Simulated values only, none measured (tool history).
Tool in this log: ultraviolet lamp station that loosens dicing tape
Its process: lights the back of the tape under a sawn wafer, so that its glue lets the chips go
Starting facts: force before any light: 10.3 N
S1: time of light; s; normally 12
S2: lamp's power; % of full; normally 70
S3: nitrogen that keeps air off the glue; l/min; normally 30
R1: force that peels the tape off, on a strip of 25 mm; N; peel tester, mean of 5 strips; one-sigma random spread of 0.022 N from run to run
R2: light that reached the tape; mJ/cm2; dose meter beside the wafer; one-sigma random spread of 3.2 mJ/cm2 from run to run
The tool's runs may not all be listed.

run	hour	S1	S2	S3	R1	R2
1	0.0	12	70	30	1.101	486
2	19.4	10	70	30	1.593	410
3	33.7	10	70	30	1.591	411
4	60.2	20	70	30	0.337	823
5	82.0	23	70	30	0.248	942
6	100.2	23	70	24	0.256	936
7	121.3	10	70	30	1.538	407
8	143.3	12	84	30	0.724	591
9	157.4	12	84	30	0.717	593
10	176.6	12	84	30	0.721	581
11	198.7	12	85	30	0.736	598
12	212.9	12	77	30	0.876	540
13	228.9	12	89	30	0.656	627
14	243.2	12	89	30	0.618	626
# hour 256.9: window cleaned of glue's vapour
15	259.3	11	93	42	0.598	592
16	272.5	17	64	19	0.744	639
17	288.8	17	64	19	0.746	641
18	310.0	17	64	19	0.749	633
19	332.0	21	93	11	0.236	1136
20	353.0	13	62	42	1.066	475
21	364.2	13	62	42	1.073	472
22	379.7	12	73	24	1.099	516
23	406.2	12	92	24	0.648	643
24	425.1	12	92	24	0.665	640
25	437.5	12	92	37	0.543	646
26	451.4	22	79	30	0.202	1010

Pick out some run-to-run changes in R2. Of each, how much would a tool without hidden state show as well, from the settings, what came in and chance, and how much is left for the hidden state and any gauge scatter not in both results compared?
The hidden state here: lamp's light, % of a new lamp's; light that the window lets through, % of a clean one's; drift of the gauge itself on peel_n, %; drift of the gauge itself on dose_mj_cm2, %.
Run 6 -> 7: S1 23 -> 10, S3 24 -> 30. R2 -529 mJ/cm2: hidden state +3, all else -532.
Run 18 -> 19: S1 17 -> 21, S2 64 -> 93, S3 19 -> 11. R2 +503 mJ/cm2: hidden state -3, all else +506.
Run 19 -> 20: S1 21 -> 13, S2 93 -> 62, S3 11 -> 42. R2 -661 mJ/cm2: hidden state +3, all else -664.
